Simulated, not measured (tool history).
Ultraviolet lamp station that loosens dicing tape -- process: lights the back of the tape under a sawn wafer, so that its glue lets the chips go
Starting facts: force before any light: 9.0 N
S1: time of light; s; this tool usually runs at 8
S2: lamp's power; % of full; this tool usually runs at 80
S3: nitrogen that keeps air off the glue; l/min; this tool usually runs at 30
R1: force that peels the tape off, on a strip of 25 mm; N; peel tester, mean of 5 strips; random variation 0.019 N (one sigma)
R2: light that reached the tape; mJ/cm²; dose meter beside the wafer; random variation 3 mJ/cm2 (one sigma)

run   hour  S1  S2  S3     R1   R2
  1      0   8  80  30  1.071  427
  2    7.6   8  80  50  0.826  425
  3   14.5   8  80  50  0.844  421
  4   23.6   8  80  50  0.851  427
  5   30.6   8  80  37  0.931  426
  6   36.7   8  80  37   0.97  433
  7   45.2   8  80  37  0.944  415
  8   54.5   8  80  30  1.086  421
  9   63.5  11  80  30  0.591  581
 10   72.1  11  80  30   0.57  580
 11   76.9  11  87  30  0.492  628
 12   82.4  11  87  30  0.489  630
 13   91.1   8  80  13  1.659  419
 14  100.3   8  94  13  1.281  489
 15  107.8   8  69  32  1.394  365
 16  114.3   8  69  32  1.413  361
 17  122.1   8  69  32  1.379  363
 18  127.1   8  69  32  1.421  362
 19    135   8  69  32   1.38  364
 20  142.6   8  76  43  1.034  395
 21  151.9   8  88  13  1.461  454
 22  156.5   8  88  13  1.469  451
 23  161.7   9  88  24  0.889  513
 24    170   9  88  39  0.631  517
 25  174.6   9  88  39  0.655  511
 26  183.5  11  71  41  0.642  505
 27  191.1  11  62  30  0.992  444

5 ways to go on from here, each from the tool as it stands after run 27. What would each give?
  A  195.7   4  64  16   ?   ?
  B  195.7   8  62  30   ?   ?
  C  195.7   8  77  30   ?   ?
  D  195.7  13  80  30   ?   ?
  E  195.7  11  62  56   ?   ?

run     R1   R2
  A  4.359  167
  B  1.674  318
  C  1.179  402
  D  0.442  664
  E  0.744  432
Without the tool's hidden state the same runs would have given:
run     R1   R2
  A   4.02  186
  B  1.412  354
  C  0.968  447
  D  0.365  739
  E    0.6  481
